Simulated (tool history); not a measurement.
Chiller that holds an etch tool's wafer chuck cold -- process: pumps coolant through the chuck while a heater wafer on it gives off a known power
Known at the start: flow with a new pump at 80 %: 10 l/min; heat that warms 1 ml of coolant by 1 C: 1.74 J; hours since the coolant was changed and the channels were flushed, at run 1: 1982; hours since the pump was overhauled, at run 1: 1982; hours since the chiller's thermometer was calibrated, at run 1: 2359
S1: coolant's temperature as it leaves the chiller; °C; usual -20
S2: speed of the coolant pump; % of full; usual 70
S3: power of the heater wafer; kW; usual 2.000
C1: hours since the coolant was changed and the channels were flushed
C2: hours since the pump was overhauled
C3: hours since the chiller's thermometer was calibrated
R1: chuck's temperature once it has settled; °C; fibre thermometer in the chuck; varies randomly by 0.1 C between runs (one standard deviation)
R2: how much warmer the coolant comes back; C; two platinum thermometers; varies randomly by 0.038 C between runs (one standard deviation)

run	hour	S1	S2	S3	C1	C2	C3	R1	R2
1	0.0	-20	70	2.000	1982	1982	2359	6.6	7.85
2	71.8	-20	70	2.000	2054	2054	2431	6.7	7.86
3	145.8	-20	70	1.032	2128	2128	2505	-6.1	3.98
4	206.0	-20	70	1.032	2189	2189	2565	-6.3	4.01
5	264.1	-17	70	2.000	2247	2247	2623	9.7	7.82
6	349.6	-20	64	2.000	2332	2332	2709	8.6	8.49
7	396.6	-20	95	2.000	2379	2379	2756	1.3	5.84
8	437.6	-20	95	2.000	2420	2420	2797	1.0	5.79
9	495.5	-20	95	2.000	2478	2478	2855	1.1	5.87
10	584.0	-20	95	1.773	2566	2566	2943	-1.0	5.24
11	676.9	-20	70	1.279	2659	2659	3036	-3.1	4.99
12	740.7	-20	70	1.279	2723	2723	3100	-3.0	5.01
13	787.9	-20	70	2.461	2770	2770	3147	12.7	9.61
14	849.8	-20	70	2.000	2832	2832	3209	6.6	7.81
15	918.9	-20	70	2.516	2901	2901	3278	13.5	9.84
16	976.3	-20	91	2.000	2959	2959	3335	1.9	6.12
17	1048.9	-21	81	1.303	3031	3031	3408	-5.5	4.39
# hour 1074.7: chiller's thermometer calibrated
18	1134.6	-29	70	1.303	3116	3116	60	-11.7	5.16
19	1193.2	-17	70	1.056	3175	3175	119	-3.1	4.07
20	1233.7	-17	70	1.056	3215	3215	159	-3.0	4.17
21	1289.7	-17	70	1.056	3271	3271	215	-2.9	4.12
22	1348.5	-17	70	1.056	3330	3330	274	-3.0	4.16
23	1400.5	-19	62	2.337	3382	3382	326	15.0	10.38
24	1440.0	-19	68	1.611	3421	3421	365	2.7	6.46
25	1527.1	-22	70	2.193	3509	3509	452	7.1	8.61
26	1567.8	-22	69	1.449	3549	3549	493	-2.7	5.67
27	1641.4	-22	69	1.449	3623	3623	567	-2.6	5.82
28	1705.6	-13	94	1.027	3687	3687	631	-2.0	3.00
29	1749.8	-25	70	1.926	3731	3731	675	0.6	7.54
30	1791.1	-27	96	2.095	3773	3773	716	-4.9	6.04
31	1881.9	-27	96	2.095	3863	3863	807	-4.9	6.12

Entry by entry between the runs, the difference in hidden state between the last listed run before and the first listed run after:
After run 17, before run 18: chiller's thermometer calibrated (hour 1074.7)
  the hidden state is the same at both runs
